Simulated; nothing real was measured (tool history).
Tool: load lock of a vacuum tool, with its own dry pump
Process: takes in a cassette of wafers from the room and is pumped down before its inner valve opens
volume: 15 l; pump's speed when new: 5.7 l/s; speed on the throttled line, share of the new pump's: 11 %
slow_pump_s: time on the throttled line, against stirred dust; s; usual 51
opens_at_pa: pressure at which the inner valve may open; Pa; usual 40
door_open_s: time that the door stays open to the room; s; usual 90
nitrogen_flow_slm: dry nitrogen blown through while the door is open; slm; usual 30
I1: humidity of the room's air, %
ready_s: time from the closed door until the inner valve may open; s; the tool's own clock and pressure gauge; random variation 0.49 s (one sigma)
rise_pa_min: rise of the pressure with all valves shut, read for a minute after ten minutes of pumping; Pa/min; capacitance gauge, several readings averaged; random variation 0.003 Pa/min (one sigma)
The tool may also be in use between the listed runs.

Run 1, hour 0: usual settings; I1 45.2. Result: ready_s 68.4 s, rise_pa_min 0.032 Pa/min.
Run 2, hour 142.2: usual settings; I1 46.6. Result: ready_s 68 s, rise_pa_min 0.037 Pa/min.
Run 3, hour 270.9: usual settings; I1 46.8. Result: ready_s 67.5 s, rise_pa_min 0.037 Pa/min.
Run 4, hour 336.5: usual settings but door_open_s 42 s; I1 45.4. Result: ready_s 68 s, rise_pa_min 0.031 Pa/min.
Run 5, hour 433: usual settings; I1 45.8. Result: ready_s 68.3 s, rise_pa_min 0.036 Pa/min.
Run 6, hour 569.8: usual settings; I1 44.7. Result: ready_s 68.1 s, rise_pa_min 0.033 Pa/min.
Run 7, hour 686.5: usual settings but door_open_s 87 s; I1 44.4. Result: ready_s 68.2 s, rise_pa_min 0.033 Pa/min.
Run 8, hour 755.1: usual settings; I1 44.8. Result: ready_s 68.9 s, rise_pa_min 0.028 Pa/min.
Run 9, hour 903.3: usual settings; I1 43.4. Result: ready_s 68.3 s, rise_pa_min 0.032 Pa/min.
Run 10, hour 988.5: usual settings; I1 43.1. Result: ready_s 68.5 s, rise_pa_min 0.029 Pa/min.
Run 11, hour 1105.3: usual settings but nitrogen_flow_slm 7 slm; I1 44.9. Result: ready_s 67.1 s, rise_pa_min 0.069 Pa/min.
Run 12, hour 1248.9: usual settings but nitrogen_flow_slm 7 slm; I1 48.9. Result: ready_s 68.4 s, rise_pa_min 0.078 Pa/min.
Run 13, hour 1370.7: usual settings but nitrogen_flow_slm 7 slm; I1 46.9. Result: ready_s 68.6 s, rise_pa_min 0.074 Pa/min.
Run 14, hour 1495: usual settings but nitrogen_flow_slm 7 slm; I1 45.2. Result: ready_s 68.4 s, rise_pa_min 0.07 Pa/min.
Run 15, hour 1647.6: usual settings but nitrogen_flow_slm 7 slm; I1 45. Result: ready_s 68.3 s, rise_pa_min 0.067 Pa/min.
Run 16, hour 1807.3: usual settings; I1 43.7. Result: ready_s 68.8 s, rise_pa_min 0.037 Pa/min.
Run 17, hour 1883.4: usual settings but door_open_s 32 s; I1 46.1. Result: ready_s 68.2 s, rise_pa_min 0.029 Pa/min.
Run 18, hour 2017.1: usual settings but door_open_s 32 s; I1 45.9. Result: ready_s 68.1 s, rise_pa_min 0.037 Pa/min.
Run 19, hour 2138.1: usual settings but nitrogen_flow_slm 25 slm; I1 45.5. Result: ready_s 68.6 s, rise_pa_min 0.034 Pa/min.
Run 20, hour 2247.4: usual settings but opens_at_pa 30 Pa; I1 44.9. Result: ready_s 69.2 s, rise_pa_min 0.034 Pa/min.
Run 21, hour 2317.3: usual settings but slow_pump_s 68 s, door_open_s 35 s; I1 45.7. Result: ready_s 83 s, rise_pa_min 0.029 Pa/min.
Run 22, hour 2453.1: usual settings but slow_pump_s 68 s, door_open_s 35 s; I1 42.8. Result: ready_s 83.7 s, rise_pa_min 0.029 Pa/min.
Run 23, hour 2600.4: usual settings but slow_pump_s 68 s, door_open_s 35 s; I1 46.5. Result: ready_s 82.3 s, rise_pa_min 0.032 Pa/min.
Run 24, hour 2718.7: usual settings but opens_at_pa 50 Pa; I1 43. Result: ready_s 68.6 s, rise_pa_min 0.038 Pa/min.
Run 25, hour 2876.8: usual settings but door_open_s 61 s; I1 46.3. Result: ready_s 67.5 s, rise_pa_min 0.035 Pa/min.
Run 26, hour 3037: usual settings but slow_pump_s 61 s, opens_at_pa 56 Pa, door_open_s 53 s, nitrogen_flow_slm 13 slm; I1 40.1. Result: ready_s 75.9 s, rise_pa_min 0.047 Pa/min.
Run 27, hour 3120.7: usual settings but slow_pump_s 57 s, opens_at_pa 56 Pa, door_open_s 89 s, nitrogen_flow_slm 13 slm; I1 45.6. Result: ready_s 73.1 s, rise_pa_min 0.061 Pa/min.
Run 28, hour 3222.8: usual settings but opens_at_pa 73 Pa, nitrogen_flow_slm 9 slm; I1 46. Result: ready_s 66.4 s, rise_pa_min 0.072 Pa/min.
Run 29, hour 3368.2: usual settings but slow_pump_s 66 s, opens_at_pa 73 Pa, door_open_s 127 s, nitrogen_flow_slm 9 slm; I1 42.9. Result: ready_s 79.1 s, rise_pa_min 0.073 Pa/min.
Run 30, hour 3442.4: usual settings but slow_pump_s 66 s, opens_at_pa 73 Pa, door_open_s 127 s, nitrogen_flow_slm 9 slm; I1 46.5. Result: ready_s 81.3 s, rise_pa_min 0.082 Pa/min.
Run 31, hour 3520: usual settings but door_open_s 51 s, nitrogen_flow_slm 11 slm; I1 43. Result: ready_s 69 s, rise_pa_min 0.057 Pa/min.
Run 32, hour 3600.5: usual settings but door_open_s 51 s, nitrogen_flow_slm 11 slm; I1 43.4. Result: ready_s 69.5 s, rise_pa_min 0.052 Pa/min.
Run 33, hour 3739.8: usual settings but door_open_s 51 s, nitrogen_flow_slm 11 slm; I1 45. Result: ready_s 68.3 s, rise_pa_min 0.058 Pa/min.
Run 34, hour 3804.4: usual settings but door_open_s 51 s, nitrogen_flow_slm 11 slm; I1 43.9. Result: ready_s 68.3 s, rise_pa_min 0.055 Pa/min.
Run 35, hour 3880.8: usual settings but slow_pump_s 28 s, opens_at_pa 57 Pa, door_open_s 88 s, nitrogen_flow_slm 12 slm; I1 39.5. Result: ready_s 46.9 s, rise_pa_min 0.056 Pa/min.
Run 36, hour 4040.2: usual settings but slow_pump_s 67 s, opens_at_pa 36 Pa; I1 40.9. Result: ready_s 82 s, rise_pa_min 0.038 Pa/min.
Run 37, hour 4166.8: usual settings but slow_pump_s 41 s, door_open_s 32 s; I1 48.6. Result: ready_s 59.6 s, rise_pa_min 0.036 Pa/min.
Run 38, hour 4265.5: usual settings but slow_pump_s 40 s, opens_at_pa 28 Pa, nitrogen_flow_slm 5 slm; I1 44.4. Result: ready_s 59.7 s, rise_pa_min 0.091 Pa/min.

Some steps in ready_s between neighbouring runs. How much of each would the tool show without its hidden state too (settings, what came in, random variation), and how much is left for the hidden state, with any gauge scatter that isn't in both results?
The hidden state here: pump's speed, % of a new pump's; leak at the door's seal, Pa l/s; drift of the gauge itself on ready_s, %; drift of the gauge itself on rise_pa_min, %.
Run 30 -> 31: slow_pump_s 66 -> 51, opens_at_pa 73 -> 40, door_open_s 127 -> 51, nitrogen_flow_slm 9 -> 11. ready_s -12.3 s: hidden state +0.5, all else -12.8.
Run 34 -> 35: slow_pump_s 51 -> 28, opens_at_pa 40 -> 57, door_open_s 51 -> 88, nitrogen_flow_slm 11 -> 12. ready_s -21.4 s: hidden state +0.3, all else -21.7.
Run 35 -> 36: slow_pump_s 28 -> 67, opens_at_pa 57 -> 36, door_open_s 88 -> 90, nitrogen_flow_slm 12 -> 30. ready_s +35.1 s: hidden state -0.5, all else +35.6.
Run 36 -> 37: slow_pump_s 67 -> 41, opens_at_pa 36 -> 40, door_open_s 90 -> 32. ready_s -22.4 s: hidden state +0.5, all else -22.9.
